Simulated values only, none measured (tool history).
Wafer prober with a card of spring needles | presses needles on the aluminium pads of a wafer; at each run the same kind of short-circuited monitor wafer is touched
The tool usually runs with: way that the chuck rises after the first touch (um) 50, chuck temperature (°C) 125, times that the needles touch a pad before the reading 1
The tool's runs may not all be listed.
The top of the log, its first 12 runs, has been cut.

run   hour  way that the chuck rises after the first touch (um)  chuck temperature (°C)  times that the needles touch a pad before the reading  touches since the tips were cleaned  cleanings since the card got new needles  touches since the first contact's height was set  resistance of one needle with its contact and lead (mohm)  way that a needle slides on the pad (um)
     290.6  -- tips cleaned on abrasive film
 13  291.7                                                   50                     111                                                      1                                  361                                        48                                            127642                                                        175                                      8.57
     314.0  -- tips cleaned on abrasive film
 14  327.0                                                   50                     111                                                      1                                 4301                                        49                                            139293                                                        190                                      8.55
     337.1  -- tips cleaned on abrasive film
     357.6  -- tips cleaned on abrasive film
 15  358.8                                                   50                     111                                                      1                                  401                                        51                                            149776                                                        172                                      8.59
 16  375.7                                                   50                     125                                                      1                                 5985                                        51                                            155360                                                        193                                      8.38
     378.7  -- tips cleaned on abrasive film
 17  393.6                                                   50                      35                                                      1                                 4942                                        52                                            161283                                                        178                                      8.63
     399.9  -- tips cleaned on abrasive film
     420.4  -- tips cleaned on abrasive film
 18  428.4                                                   63                      76                                                      2                                 2647                                        54                                            172719                                                        165                                     10.70
     442.1  -- tips cleaned on abrasive film
 19  450.9                                                   50                     125                                                      2                                 2909                                        55                                            180146                                                        181                                      8.51
     463.1  -- tips cleaned on abrasive film
 20  478.2                                                   50                     125                                                      2                                 5010                                        56                                            189180                                                        182                                      8.22
     484.5  -- tips cleaned on abrasive film
 21  495.0                                                   50                      57                                                      1                                 3476                                        57                                            194694                                                        177                                      8.50
     506.3  -- tips cleaned on abrasive film
 22  519.1                                                   58                      99                                                      1                                 4219                                        58                                            202643                                                        179                                      9.69
     527.1  -- tips cleaned on abrasive film
 23  539.2                                                   46                      31                                                      1                                 4022                                        59                                            209290                                                        185                                      7.71
     549.8  -- tips cleaned on abrasive film
 24  558.2                                                   48                      27                                                      2                                 2793                                        60                                            215561                                                        167                                      7.93
     570.2  -- tips cleaned on abrasive film
 25  575.6                                                   48                      33                                                      2                                 1817                                        61                                            221292                                                        165                                      7.84
     591.4  -- tips cleaned on abrasive film
 26  601.5                                                   48                      33                                                      2                                 3370                                        62                                            229843                                                        170                                      7.93
     614.1  -- tips cleaned on abrasive film
 27  621.7                                                   50                      63                                                      2                                 2501                                        63                                            236485                                                        170                                      8.25
     629.3  -- height of the first contact set anew
     636.8  -- tips cleaned on abrasive film
 28  641.0                                                   67                     101                                                      1                                 1386                                        64                                              3826                                                        168                                     11.89
     657.5  -- tips cleaned on abrasive film
 29  667.2                                                   50                      55                                                      1                                 3212                                        65                                             12498                                                        177                                      9.10
     679.3  -- tips cleaned on abrasive film
 30  686.8                                                   31                     111                                                      1                                 2500                                        66                                             18950                                                        209                                      5.47
     700.8  -- tips cleaned on abrasive film
 31  709.2                                                   40                      71                                                      2                                 2760                                        67                                             26322                                                        176                                      7.06

Branching from run 31: 4 alternative next runs. What would each branch give?
     722.6  -- tips cleaned on abrasive film
  A  741.2                                                   50                     101                                                      1                                 6138                                        68                                             36891                                                          ?                                         ?
     722.6  -- tips cleaned on abrasive film
  B  741.2                                                   37                      61                                                      1                                 6138                                        68                                             36891                                                          ?                                         ?
     722.6  -- tips cleaned on abrasive film
  C  741.2                                                   50                      76                                                      1                                 6138                                        68                                             36891                                                          ?                                         ?
     722.6  -- tips cleaned on abrasive film
  D  741.2                                                   50                      90                                                      2                                 6138                                        68                                             36891                                                          ?                                         ?

run  resistance of one needle with its contact and lead (mohm)  way that a needle slides on the pad (um)
  A                                                        189                                      8.74
  B                                                        202                                      6.45
  C                                                        184                                      9.00
  D                                                        177                                      8.72
With no hidden state in the tool, these same runs would have given:
run  resistance of one needle with its contact and lead (mohm)  way that a needle slides on the pad (um)
  A                                                        164                                      8.84
  B                                                        159                                      6.56
  C                                                        158                                      9.10
  D                                                        161                                      8.82
